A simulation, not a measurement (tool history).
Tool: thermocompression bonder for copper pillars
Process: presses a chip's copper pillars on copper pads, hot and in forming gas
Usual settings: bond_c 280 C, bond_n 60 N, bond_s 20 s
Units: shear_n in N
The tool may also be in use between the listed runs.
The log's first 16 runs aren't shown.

| run | hour | bond_c | bond_n | bond_s | hours of work since the heater was calibrated | hours of work since the force cell was calibrated | hours of work since the gas filter was changed | shear_n |
|---|---|---|---|---|---|---|---|---|
| 17 | 689.4 | 277 | 60 | 20 | 179 | 144 | 296 | 56.1 |
| 18 | 747.2 | 251 | 60 | 20 | 224 | 190 | 342 | 38.2 |
| 19 | 794.5 | 251 | 60 | 20 | 262 | 227 | 379 | 38.2 |
| 20 | 847.7 | 251 | 60 | 20 | 304 | 269 | 421 | 38.4 |
| 21 | 908.7 | 257 | 83 | 37 | 352 | 317 | 469 | 70.4 |
|  | 925.9 | forming gas filter changed |
| 22 | 964.6 | 271 | 47 | 14 | 395 | 361 | 31 | 34.6 |
| 23 | 1000.7 | 281 | 60 | 42 | 424 | 389 | 59 | 74.0 |
| 24 | 1029.3 | 287 | 60 | 19 | 446 | 412 | 81 | 62.5 |
| 25 | 1063.6 | 308 | 65 | 23 | 473 | 439 | 109 | 85.2 |
| 26 | 1104.7 | 308 | 65 | 46 | 506 | 471 | 141 | 97.4 |
| 27 | 1155.8 | 261 | 60 | 55 | 546 | 511 | 181 | 64.2 |
| 28 | 1208.4 | 261 | 60 | 55 | 588 | 553 | 223 | 63.2 |
| 29 | 1258.3 | 300 | 89 | 18 | 627 | 592 | 262 | 91.8 |
| 30 | 1314.0 | 300 | 89 | 18 | 671 | 636 | 306 | 91.2 |
| 31 | 1367.7 | 277 | 48 | 52 | 713 | 678 | 348 | 62.4 |
| 32 | 1412.3 | 276 | 49 | 28 | 748 | 714 | 384 | 51.3 |
| 33 | 1455.0 | 276 | 48 | 13 | 782 | 747 | 417 | 37.3 |
| 34 | 1486.8 | 276 | 48 | 13 | 807 | 772 | 442 | 37.6 |
| 35 | 1523.8 | 280 | 72 | 20 | 836 | 802 | 471 | 69.2 |
|  | 1542.8 | forming gas filter changed |
| 36 | 1561.4 | 273 | 50 | 21 | 866 | 831 | 15 | 45.2 |
| 37 | 1603.3 | 273 | 50 | 21 | 899 | 864 | 48 | 44.7 |
| 38 | 1654.5 | 280 | 57 | 20 | 939 | 904 | 88 | 55.6 |
| 39 | 1693.0 | 290 | 37 | 12 | 969 | 935 | 118 | 33.4 |
| 40 | 1743.8 | 290 | 37 | 12 | 1009 | 975 | 159 | 33.7 |

3 ways to go on from here, each from the tool as it stands after run 40. What would each give?
| A | 1768.7 | 262 | 52 | 14 | 1029 | 994 | 178 | ? |
| B | 1768.7 | 280 | 60 | 18 | 1029 | 994 | 178 | ? |
| C | 1768.7 | 268 | 37 | 11 | 1029 | 994 | 178 | ? |

| run | shear_n |
|---|---|
| A | 33.4 |
| B | 56.7 |
| C | 22.6 |
Without the tool's hidden state the same runs would have given:
| run | shear_n |
|---|---|
| A | 33.6 |
| B | 56.9 |
| C | 22.7 |

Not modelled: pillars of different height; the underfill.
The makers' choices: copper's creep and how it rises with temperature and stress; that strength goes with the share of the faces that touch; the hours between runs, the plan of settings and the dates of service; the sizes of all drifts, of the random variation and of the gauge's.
